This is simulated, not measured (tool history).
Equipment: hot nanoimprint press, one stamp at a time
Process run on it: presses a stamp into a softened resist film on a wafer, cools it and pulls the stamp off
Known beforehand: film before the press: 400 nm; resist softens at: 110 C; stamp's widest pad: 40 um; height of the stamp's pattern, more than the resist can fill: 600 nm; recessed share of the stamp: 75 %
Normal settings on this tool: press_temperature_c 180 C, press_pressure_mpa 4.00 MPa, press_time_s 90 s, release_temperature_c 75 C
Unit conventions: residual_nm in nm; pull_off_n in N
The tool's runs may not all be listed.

run    hour  press_temperature_c  press_pressure_mpa  press_time_s  release_temperature_c  residual_nm  pull_off_n
  1     0.0                  180                4.00            90                     75        236.2         177
  2    26.8                  180                4.00            90                     75        237.7         175
  3    79.5                  180                4.00            90                     67        234.8         190
  4   123.8                  180                4.00            90                     66        238.1         191
  5   166.8                  180                4.00            90                     66        235.6         194
  6   201.1                  180                4.00           140                     75        204.1         181
  7   230.3                  180                4.00           140                     75        200.5         176
  8   279.5                  180                4.00           140                     75        201.3         178
  9   316.5                  180                4.00           140                     75        202.0         178
 10   372.0                  180                4.00            90                     75        234.9         176
 11   415.5                  180                4.00            90                     75        236.8         175
 12   449.1                  180                4.00            90                     75        237.2         172
 13   482.3                  180                4.00            90                     75        234.7         187
 14   534.4                  180                4.00           141                     75        200.7         184
 15   577.9                  180                4.00            90                     75        236.4         176
 16   624.1                  180                3.41            90                     75        247.6         176
 17   657.8                  180                3.41            90                     75        247.3         181
 18   689.9                  183                3.41            90                     73        229.2         178
 19   741.6                  187                3.41            90                     60        208.6         192
 20   788.3                  192                5.88            90                     75        145.7         179
 21   816.2                  178                5.88            90                     68        221.2         188
 22   860.5                  178                5.88            90                     68        217.9         182
 23   903.4                  180                4.40            86                     71        228.8         177
 24   950.3                  177                3.74            59                     69        292.9         184
 25   991.0                  177                3.74            59                     69        291.2         176
 26  1042.4                  185                3.74           133                     69        181.4         185
 27  1094.5                  185                3.74            97                     79        204.8         174
 28  1146.7                  185                3.74            97                     79        208.3         170
 29  1189.0                  176                4.00            47                     75        306.5         176
 30  1236.2                  192                4.00            90                     71        168.7         181

Put back what was entered between runs (6 entries, withheld): which listed runs does each sit between, and how does the hidden state differ from the listed run before to the listed run after?
Runs 5 to 6: stamp cleaned and given a new release coat (hour 175.9)
  true temperature over the reading, C: -0.02 -> -0.03; grip of the stamp's worn release coat, % over a new coat's: 0.7 -> 0
Runs 8 to 9: press's hydraulic seals changed and the load cell set to zero (hour 303.6)
  pressure that arrives at the usual setting, %: 99.92 -> 100; grip of the stamp's worn release coat, % over a new coat's: 0.1 -> 0.2
Runs 9 to 10: plate thermocouple calibrated (hour 325.6)
  true temperature over the reading, C: -0.03 -> 0; grip of the stamp's worn release coat, % over a new coat's: 0.2 -> 0.3
Runs 16 to 17: stamp cleaned and given a new release coat (hour 657.8)
  grip of the stamp's worn release coat, % over a new coat's: 0.6 -> 0
Runs 23 to 24: plate thermocouple calibrated (hour 937.9)
  true temperature over the reading, C: -0.03 -> 0; pressure that arrives at the usual setting, %: 99.97 -> 99.96
Runs 27 to 28: stamp cleaned and given a new release coat (hour 1131.8)
  grip of the stamp's worn release coat, % over a new coat's: 0.6 -> 0
